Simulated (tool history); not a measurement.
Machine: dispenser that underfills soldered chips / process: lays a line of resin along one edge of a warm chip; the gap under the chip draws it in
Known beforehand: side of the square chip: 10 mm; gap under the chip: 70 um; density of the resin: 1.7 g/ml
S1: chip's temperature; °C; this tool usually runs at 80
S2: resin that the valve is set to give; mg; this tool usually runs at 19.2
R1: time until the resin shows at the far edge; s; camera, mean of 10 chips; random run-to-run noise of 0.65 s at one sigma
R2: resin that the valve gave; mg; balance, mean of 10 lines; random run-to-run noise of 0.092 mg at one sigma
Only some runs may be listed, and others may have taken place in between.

{"run": 1, "hour": 0.0, "S1": 80, "S2": 19.2, "R1": 98.1, "R2": 19.08}
{"run": 2, "hour": 3.0, "S1": 80, "S2": 19.2, "R1": 115.4, "R2": 19.14}
{"hour": 4.4, "done": "new syringe of resin"}
{"run": 3, "hour": 7.9, "S1": 80, "S2": 19.2, "R1": 71.1, "R2": 18.77}
{"run": 4, "hour": 14.4, "S1": 72, "S2": 19.2, "R1": 145.7, "R2": 18.75}
{"run": 5, "hour": 17.9, "S1": 80, "S2": 19.6, "R1": 118.4, "R2": 19.07}
{"hour": 18.9, "done": "new syringe of resin"}
{"run": 6, "hour": 23.2, "S1": 80, "S2": 19.2, "R1": 73.5, "R2": 18.81}
{"run": 7, "hour": 29.1, "S1": 80, "S2": 19.2, "R1": 96.9, "R2": 18.66}
{"run": 8, "hour": 32.3, "S1": 80, "S2": 19.2, "R1": 115.3, "R2": 18.39}
{"hour": 33.6, "done": "new syringe of resin"}
{"run": 9, "hour": 37.6, "S1": 80, "S2": 19.2, "R1": 71.6, "R2": 18.69}
{"run": 10, "hour": 42.5, "S1": 80, "S2": 19.2, "R1": 92.3, "R2": 18.52}
{"run": 11, "hour": 47.4, "S1": 80, "S2": 19.2, "R1": 117.8, "R2": 18.47}
{"hour": 48.1, "done": "new syringe of resin"}
{"run": 12, "hour": 52.1, "S1": 80, "S2": 19.2, "R1": 71.6, "R2": 18.43}
{"run": 13, "hour": 54.8, "S1": 80, "S2": 19.2, "R1": 81.5, "R2": 18.46}
{"run": 14, "hour": 58.6, "S1": 80, "S2": 19.2, "R1": 101.7, "R2": 18.14}
{"hour": 62.9, "done": "new syringe of resin"}
{"run": 15, "hour": 63.1, "S1": 80, "S2": 19.2, "R1": 59.7, "R2": 18.36}
{"run": 16, "hour": 68.0, "S1": 81, "S2": 19.2, "R1": 74.1, "R2": 18.36}
{"run": 17, "hour": 71.0, "S1": 80, "S2": 20.7, "R1": 90.1, "R2": 19.7}
{"run": 18, "hour": 76.0, "S1": 85, "S2": 18, "R1": 92.9, "R2": 17.07}
{"hour": 77.9, "done": "new syringe of resin"}
{"run": 19, "hour": 79.1, "S1": 71, "S2": 20.7, "R1": 98.7, "R2": 19.82}
{"run": 20, "hour": 82.1, "S1": 71, "S2": 20.7, "R1": 113.5, "R2": 19.5}
{"run": 21, "hour": 87.7, "S1": 69, "S2": 20.7, "R1": 167.7, "R2": 19.48}
{"hour": 92.7, "done": "new syringe of resin"}
{"run": 22, "hour": 93.4, "S1": 69, "S2": 20.7, "R1": 106.5, "R2": 19.4}
{"run": 23, "hour": 97.2, "S1": 80, "S2": 19.8, "R1": 75.9, "R2": 18.45}
{"run": 24, "hour": 102.0, "S1": 77, "S2": 21.8, "R1": 109.8, "R2": 20.53}
{"hour": 107.4, "done": "new syringe of resin"}
{"run": 25, "hour": 107.4, "S1": 77, "S2": 21.8, "R1": 68.8, "R2": 20.25}
{"run": 26, "hour": 110.4, "S1": 83, "S2": 21, "R1": 61.1, "R2": 19.34}
{"hour": 112.6, "done": "dispensing valve cleaned and set on the balance"}
{"run": 27, "hour": 115.8, "S1": 69, "S2": 22.5, "R1": 145, "R2": 22.43}
{"run": 28, "hour": 120.1, "S1": 80, "S2": 18.6, "R1": 108, "R2": 18.49}
{"hour": 123.0, "done": "new syringe of resin"}
{"run": 29, "hour": 123.2, "S1": 80, "S2": 18.6, "R1": 58.8, "R2": 18.54}
{"run": 30, "hour": 127.0, "S1": 80, "S2": 18.6, "R1": 72.5, "R2": 18.51}
{"run": 31, "hour": 133.6, "S1": 80, "S2": 18.6, "R1": 100.1, "R2": 18.43}
{"hour": 137.8, "done": "new syringe of resin"}
{"run": 32, "hour": 140.4, "S1": 66, "S2": 19, "R1": 134.4, "R2": 18.77}
{"run": 33, "hour": 146.6, "S1": 66, "S2": 19, "R1": 183, "R2": 18.7}
{"run": 34, "hour": 149.8, "S1": 75, "S2": 24.2, "R1": 137.7, "R2": 23.55}

Below, some changes in R1 between adjacent runs. For each, the amount present without the hidden state too (settings, incoming material, random variation) and the amount remaining for the hidden state with gauge scatter not shared by both compared results:
Unlogged tool condition in this case: resin's viscosity, % of fresh resin's; dose that the valve gives, % of what is set; true chip temperature over the reading, C; drift of the gauge itself on fill_s, %; drift of the gauge itself on given_mg, %.
Run 3 -> 4: S1 80 -> 72. R1 +74.6 s: hidden state +47.1, all else +27.5.
Run 21 -> 22: new syringe of resin. R1 -61.2 s: hidden state -62, all else +0.8.
Run 26 -> 27: S1 83 -> 69, S2 21 -> 22.5, dispensing valve cleaned and set on the balance. R1 +83.9 s: hidden state +37.6, all else +46.3.
Run 28 -> 29: new syringe of resin. R1 -49.2 s: hidden state -48, all else -1.2.
Run 32 -> 33: nothing adjusted, nothing logged. R1 +48.6 s: hidden state +49.1, all else -0.5.

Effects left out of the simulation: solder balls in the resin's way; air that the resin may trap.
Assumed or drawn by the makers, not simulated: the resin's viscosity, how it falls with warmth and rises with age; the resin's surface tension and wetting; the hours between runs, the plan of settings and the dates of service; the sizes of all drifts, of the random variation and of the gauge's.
